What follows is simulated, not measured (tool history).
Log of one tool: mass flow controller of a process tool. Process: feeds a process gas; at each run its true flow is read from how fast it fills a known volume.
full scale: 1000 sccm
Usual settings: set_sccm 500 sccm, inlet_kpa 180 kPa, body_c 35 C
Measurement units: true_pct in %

run,hour,set_sccm,inlet_kpa,body_c,true_pct
1,0.0,500,180,35,98.15
2,96.9,500,180,35,98.15
3,207.3,500,180,35,98.01
4,272.3,500,180,26,98.76
5,331.9,500,180,26,98.76
6,465.5,500,180,26,98.72
7,590.9,500,180,26,98.70
8,721.6,500,180,26,98.65
9,855.6,500,180,26,98.66
10,986.8,156,180,35,95.90
11,1052.8,156,180,35,95.95
12,1169.4,500,180,35,98.12
# hour 1182.0: controller's zero set anew
13,1248.5,500,180,35,97.85
14,1384.5,500,180,35,97.82
15,1494.0,500,244,35,98.25
# hour 1558.3: controller's zero set anew, once more
16,1571.5,500,244,35,99.13
17,1705.5,189,149,37,97.52
18,1830.8,101,188,30,97.93
19,1934.4,157,188,25,98.72
20,2067.7,157,188,25,98.61
21,2123.6,157,188,25,98.64
22,2261.1,414,188,25,99.37
23,2389.5,414,188,25,99.42
24,2500.4,560,153,23,99.52
25,2601.6,136,175,21,98.32
26,2709.0,116,183,26,97.82
27,2810.1,166,229,26,98.52
28,2928.3,166,229,26,98.56

The logged runs with the hidden state left out (each run's random variation unchanged):
Unlogged tool condition in this case: flow at rest that the sensor doesn't see, % of full scale; true flow over the shown one, %; drift of the gauge itself on true_pct, %.
run,true_pct
1,98.17
2,98.18
3,98.04
4,98.79
5,98.79
6,98.75
7,98.73
8,98.69
9,98.70
10,97.34
11,97.41
12,98.16
13,98.07
14,98.04
15,98.47
16,98.50
17,97.04
18,97.75
19,98.38
20,98.32
21,98.37
22,98.79
23,98.85
24,98.89
25,98.35
26,98.07
27,98.47
28,98.55
